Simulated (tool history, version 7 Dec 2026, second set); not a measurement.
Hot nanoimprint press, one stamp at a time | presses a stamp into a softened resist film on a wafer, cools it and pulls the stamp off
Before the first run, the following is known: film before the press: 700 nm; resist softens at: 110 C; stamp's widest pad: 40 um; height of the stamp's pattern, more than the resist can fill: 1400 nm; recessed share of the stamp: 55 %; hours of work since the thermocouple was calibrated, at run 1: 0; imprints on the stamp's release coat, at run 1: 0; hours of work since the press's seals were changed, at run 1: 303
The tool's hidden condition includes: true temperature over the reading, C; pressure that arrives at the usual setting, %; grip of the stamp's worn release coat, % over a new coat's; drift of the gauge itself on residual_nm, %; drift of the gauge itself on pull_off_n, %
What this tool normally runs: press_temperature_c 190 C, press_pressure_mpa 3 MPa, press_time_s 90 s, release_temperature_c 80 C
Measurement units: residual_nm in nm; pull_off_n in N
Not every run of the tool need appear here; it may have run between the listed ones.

run	hour	press_temperature_c	press_pressure_mpa	press_time_s	release_temperature_c	hours of work since the thermocouple was calibrated	imprints on the stamp's release coat	hours of work since the press's seals were changed	residual_nm	pull_off_n
1	0	190	3	90	80	0	0	303	376.5	106
2	51.1	190	3	90	80	23	87	327	377	106
3	90.7	190	3	90	80	42	153	345	377	102
4	137.3	190	3	163	80	63	232	366	313.3	105
5	166.2	190	3	163	80	76	281	380	314.1	110
6	189.6	190	3	163	80	87	320	390	313.8	108
7	227.3	190	3	163	80	104	384	408	313.2	109
8	264.1	190	3	163	80	121	446	425	313.7	105
9	291.5	180	3	90	80	134	492	437	525.8	106
10	342	190	2.55	90	80	157	577	460	409.6	109
11	395.7	190	3	90	80	182	668	485	378.9	107
12	445.6	190	3	90	80	205	752	508	378.9	108
13	491.9	190	3	90	80	226	830	529	378.4	101
14	535.4	190	2.92	90	80	246	904	549	384.6	103
15	587.9	190	2.92	90	80	270	992	573	384	109
16	616.7	182	3	90	82	283	1041	586	499	103

Estimate the outcome of run 17 from the log above:
17	653.8	190	3	90	86	300	1103	603	?	?

Run 17 produced residual_nm 379 nm, pull_off_n 85 N.
Were there no unlogged condition in the tool, this run, its random variation unchanged, would have produced residual_nm 376.1 nm, pull_off_n 84 N.
